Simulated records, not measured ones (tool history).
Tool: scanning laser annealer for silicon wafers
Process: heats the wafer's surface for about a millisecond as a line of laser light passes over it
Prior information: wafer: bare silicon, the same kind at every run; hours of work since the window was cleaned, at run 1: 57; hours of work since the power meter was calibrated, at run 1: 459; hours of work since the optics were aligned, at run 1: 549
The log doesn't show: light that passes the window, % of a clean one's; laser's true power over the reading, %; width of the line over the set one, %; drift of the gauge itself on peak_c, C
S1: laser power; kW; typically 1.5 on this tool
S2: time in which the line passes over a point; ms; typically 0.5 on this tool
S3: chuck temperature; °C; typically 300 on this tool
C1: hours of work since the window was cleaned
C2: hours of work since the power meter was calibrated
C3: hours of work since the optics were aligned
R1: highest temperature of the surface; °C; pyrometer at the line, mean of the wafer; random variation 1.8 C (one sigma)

run     day     S1     S2   S3   C1    C2   C3    R1
  1       0    1.5    0.5  300   57   459  549   994
  2   2.438    1.5    0.5  300   81   484  574   991
  3   4.362    1.5    0.5  300  101   503  593   989
  4   7.262    1.5    0.5  339  130   532  622  1020
  5   8.879    1.5    0.5  316  146   548  638   997
  6  10.171    1.5    0.5  328  159   561  651  1012
  7  12.879    1.5    0.5  328  186   589  679  1006
  8  15.008    1.5    0.5  300  207   610  700   976
  9  17.321    1.5    0.5  298  231   633  723   968
 10  19.158    1.5    0.5  298  249   652  742   966
 11  21.425  1.359    0.5  300  272   674  764   893
 12  23.017  1.359    0.5  300  288   690  780   890
 13  25.475  1.359    0.5  300  313   715  805   887
 14  28.225    1.5    0.5  300  340   743  833   957
     30.017  -- optics aligned, line set to its width
 15  30.329    1.5    0.5  300  359   762    3   970
 16  32.817  1.436    0.5  300  384   787   28   938
 17  35.338  1.286    0.5  300  409   812   53   854
 18  37.208  1.286    0.5  300  428   831   72   852
     37.525  -- window over the wafer cleaned
 19  39.012  1.286    0.5  300   15   848   89   827
 20  41.821    1.5    0.5  300   43   876  118   927
 21  44.521    1.5    0.5  300   70   903  145   923
 22   46.45    1.5    0.5  335   90   923  164   956
 23  47.846    1.5    0.5  335  104   937  178   954
 24  49.967    1.5  0.521  300  125   958  199   925
     51.329  -- window over the wafer cleaned, once more
 25  51.417    1.5  0.521  300    1   972  213  1015
 26   53.25    1.5  0.521  310   19   990  232  1026
 27  55.208    1.5  0.521  328   39  1010  251  1037
 28  57.667  1.567  0.417  307   64  1035  276   984
 29  60.117    1.5  0.492  300   88  1059  301   986
 30  61.429  1.427  0.419  305  101  1072  314   908
 31  64.288  1.427  0.532  305  130  1101  342   966
 32  66.233  1.427  0.532  305  150  1121  362   965
 33  68.146  1.567  0.378  323  169  1140  381   958
 34  70.754   1.44    0.5  302  195  1166  407   946
 35  72.612   1.44    0.5  302  214  1185  426   944
 36  75.046    1.5    0.5  268  238  1209  450   940
 37  77.112  1.575  0.443  268  259  1230  471   941
 38  79.417  1.603  0.443  313  282  1253  494   996
 39  82.108  1.647  0.357  313  309  1280  521   953
 40  84.442  1.647  0.357  313  333  1303  545   949

Predict each of these 5 candidate next runs independently; none follows another, all start after run 40:
  A   87    1.5  0.591  302  358  1329  570   ?
  B   87  1.532  0.436  301  358  1329  570   ?
  C   87   1.28  0.472  263  358  1329  570   ?
  D   87    1.5  0.426  313  358  1329  570   ?
  E   87  1.647   0.44  314  358  1329  570   ?

run    R1
  A  1002
  B   932
  C   796
  D   927
  E  1006
Without the tool's unlogged condition, the same runs would have read:
run    R1
  A  1068
  B   991
  C   846
  D   984
  E  1070

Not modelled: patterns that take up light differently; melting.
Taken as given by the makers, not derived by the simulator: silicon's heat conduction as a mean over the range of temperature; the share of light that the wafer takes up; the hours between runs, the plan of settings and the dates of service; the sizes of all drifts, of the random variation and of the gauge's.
